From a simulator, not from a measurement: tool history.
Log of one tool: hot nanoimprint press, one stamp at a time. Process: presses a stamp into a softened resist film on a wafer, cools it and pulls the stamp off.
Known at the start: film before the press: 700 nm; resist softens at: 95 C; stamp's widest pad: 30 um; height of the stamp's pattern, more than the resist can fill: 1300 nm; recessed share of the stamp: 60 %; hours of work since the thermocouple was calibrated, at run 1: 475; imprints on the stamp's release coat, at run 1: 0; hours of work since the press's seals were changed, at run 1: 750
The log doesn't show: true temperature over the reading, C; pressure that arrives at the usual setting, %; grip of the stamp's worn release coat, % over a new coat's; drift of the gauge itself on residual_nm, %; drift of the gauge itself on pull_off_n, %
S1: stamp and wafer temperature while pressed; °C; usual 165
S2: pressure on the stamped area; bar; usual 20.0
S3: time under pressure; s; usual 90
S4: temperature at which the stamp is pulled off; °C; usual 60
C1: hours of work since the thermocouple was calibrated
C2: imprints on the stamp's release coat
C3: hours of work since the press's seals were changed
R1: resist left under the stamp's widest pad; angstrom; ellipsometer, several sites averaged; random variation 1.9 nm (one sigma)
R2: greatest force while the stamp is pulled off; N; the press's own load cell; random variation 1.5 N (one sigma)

{"run": 1, "hour": 0.0, "S1": 165, "S2": 20.0, "S3": 90, "S4": 60, "C1": 475, "C2": 0, "C3": 750, "R1": 2856, "R2": 124}
{"run": 2, "hour": 28.9, "S1": 165, "S2": 20.0, "S3": 90, "S4": 60, "C1": 489, "C2": 60, "C3": 765, "R1": 2845, "R2": 127}
{"run": 3, "hour": 54.9, "S1": 165, "S2": 20.0, "S3": 90, "S4": 60, "C1": 503, "C2": 114, "C3": 778, "R1": 2882, "R2": 128}
{"hour": 83.2, "done": "press's hydraulic seals changed and the load cell set to zero"}
{"run": 4, "hour": 95.4, "S1": 165, "S2": 20.0, "S3": 90, "S4": 60, "C1": 519, "C2": 181, "C3": 6, "R1": 2791, "R2": 125}
{"hour": 102.6, "done": "plate thermocouple calibrated"}
{"run": 5, "hour": 158.0, "S1": 165, "S2": 20.0, "S3": 90, "S4": 60, "C1": 28, "C2": 304, "C3": 37, "R1": 3070, "R2": 130}
{"run": 6, "hour": 196.2, "S1": 164, "S2": 20.0, "S3": 90, "S4": 60, "C1": 48, "C2": 383, "C3": 56, "R1": 3179, "R2": 134}
{"run": 7, "hour": 243.8, "S1": 165, "S2": 20.0, "S3": 90, "S4": 60, "C1": 72, "C2": 481, "C3": 80, "R1": 3019, "R2": 132}
{"run": 8, "hour": 294.2, "S1": 171, "S2": 20.0, "S3": 90, "S4": 60, "C1": 98, "C2": 585, "C3": 106, "R1": 2287, "R2": 136}
{"run": 9, "hour": 351.1, "S1": 171, "S2": 20.0, "S3": 90, "S4": 60, "C1": 127, "C2": 703, "C3": 135, "R1": 2264, "R2": 135}
{"run": 10, "hour": 392.7, "S1": 165, "S2": 20.0, "S3": 90, "S4": 56, "C1": 148, "C2": 789, "C3": 156, "R1": 3017, "R2": 149}
{"run": 11, "hour": 432.6, "S1": 165, "S2": 20.0, "S3": 90, "S4": 56, "C1": 168, "C2": 872, "C3": 177, "R1": 3005, "R2": 149}
{"run": 12, "hour": 463.1, "S1": 165, "S2": 20.0, "S3": 90, "S4": 62, "C1": 184, "C2": 934, "C3": 192, "R1": 2994, "R2": 137}
{"hour": 492.4, "done": "stamp cleaned and given a new release coat"}
{"run": 13, "hour": 511.9, "S1": 165, "S2": 20.0, "S3": 90, "S4": 62, "C1": 206, "C2": 40, "C3": 214, "R1": 2973, "R2": 123}
{"run": 14, "hour": 571.3, "S1": 165, "S2": 20.0, "S3": 90, "S4": 62, "C1": 236, "C2": 163, "C3": 244, "R1": 2975, "R2": 126}
{"run": 15, "hour": 602.5, "S1": 165, "S2": 20.0, "S3": 90, "S4": 60, "C1": 252, "C2": 227, "C3": 260, "R1": 2957, "R2": 131}
{"run": 16, "hour": 645.5, "S1": 154, "S2": 18.2, "S3": 73, "S4": 52, "C1": 274, "C2": 316, "C3": 282, "R1": 5097, "R2": 146}
{"run": 17, "hour": 703.8, "S1": 167, "S2": 13.8, "S3": 67, "S4": 61, "C1": 304, "C2": 436, "C3": 312, "R1": 3501, "R2": 129}
{"run": 18, "hour": 746.3, "S1": 167, "S2": 13.8, "S3": 67, "S4": 61, "C1": 325, "C2": 524, "C3": 334, "R1": 3513, "R2": 130}
{"run": 19, "hour": 797.9, "S1": 153, "S2": 25.3, "S3": 126, "S4": 59, "C1": 352, "C2": 631, "C3": 360, "R1": 4091, "R2": 139}
{"run": 20, "hour": 827.4, "S1": 162, "S2": 20.0, "S3": 165, "S4": 66, "C1": 367, "C2": 692, "C3": 375, "R1": 2652, "R2": 124}
{"run": 21, "hour": 887.5, "S1": 162, "S2": 20.0, "S3": 165, "S4": 66, "C1": 397, "C2": 816, "C3": 406, "R1": 2617, "R2": 125}
{"run": 22, "hour": 946.6, "S1": 169, "S2": 12.3, "S3": 114, "S4": 46, "C1": 428, "C2": 938, "C3": 436, "R1": 2738, "R2": 161}
{"hour": 972.4, "done": "stamp cleaned and given a new release coat"}
{"run": 23, "hour": 998.3, "S1": 164, "S2": 13.5, "S3": 95, "S4": 64, "C1": 451, "C2": 54, "C3": 459, "R1": 3454, "R2": 120}
{"run": 24, "hour": 1060.3, "S1": 164, "S2": 13.5, "S3": 95, "S4": 64, "C1": 482, "C2": 182, "C3": 491, "R1": 3473, "R2": 122}
{"run": 25, "hour": 1101.1, "S1": 164, "S2": 13.5, "S3": 95, "S4": 64, "C1": 503, "C2": 266, "C3": 512, "R1": 3494, "R2": 123}
{"run": 26, "hour": 1128.3, "S1": 164, "S2": 27.2, "S3": 95, "S4": 64, "C1": 517, "C2": 322, "C3": 525, "R1": 2522, "R2": 121}
{"hour": 1142.0, "done": "plate thermocouple calibrated"}
{"run": 27, "hour": 1188.2, "S1": 156, "S2": 29.9, "S3": 72, "S4": 65, "C1": 24, "C2": 440, "C3": 555, "R1": 4272, "R2": 124}
{"run": 28, "hour": 1245.7, "S1": 156, "S2": 20.0, "S3": 175, "S4": 60, "C1": 53, "C2": 559, "C3": 584, "R1": 3709, "R2": 132}
{"run": 29, "hour": 1306.7, "S1": 156, "S2": 20.0, "S3": 175, "S4": 60, "C1": 84, "C2": 685, "C3": 615, "R1": 3706, "R2": 136}
{"run": 30, "hour": 1345.9, "S1": 156, "S2": 20.0, "S3": 175, "S4": 60, "C1": 104, "C2": 766, "C3": 635, "R1": 3673, "R2": 137}

Forecast each of these 4 alternatives for the next run:
{"run": "A", "hour": 1391.9, "S1": 156, "S2": 16.6, "S3": 52, "S4": 62, "C1": 128, "C2": 861, "C3": 658, "R1": "?", "R2": "?"}
{"run": "B", "hour": 1391.9, "S1": 165, "S2": 13.4, "S3": 90, "S4": 60, "C1": 128, "C2": 861, "C3": 658, "R1": "?", "R2": "?"}
{"run": "C", "hour": 1391.9, "S1": 162, "S2": 20.0, "S3": 173, "S4": 51, "C1": 128, "C2": 861, "C3": 658, "R1": "?", "R2": "?"}
{"run": "D", "hour": 1391.9, "S1": 156, "S2": 20.0, "S3": 175, "S4": 59, "C1": 128, "C2": 861, "C3": 658, "R1": "?", "R2": "?"}

run=A R1=5425 R2=135
run=B R1=3593 R2=138
run=C R1=2718 R2=153
run=D R1=3665 R2=144
Without the tool's hidden state the same runs would have given:
run=A R1=5475 R2=124
run=B R1=3649 R2=126
run=C R1=2756 R2=141
run=D R1=3718 R2=133
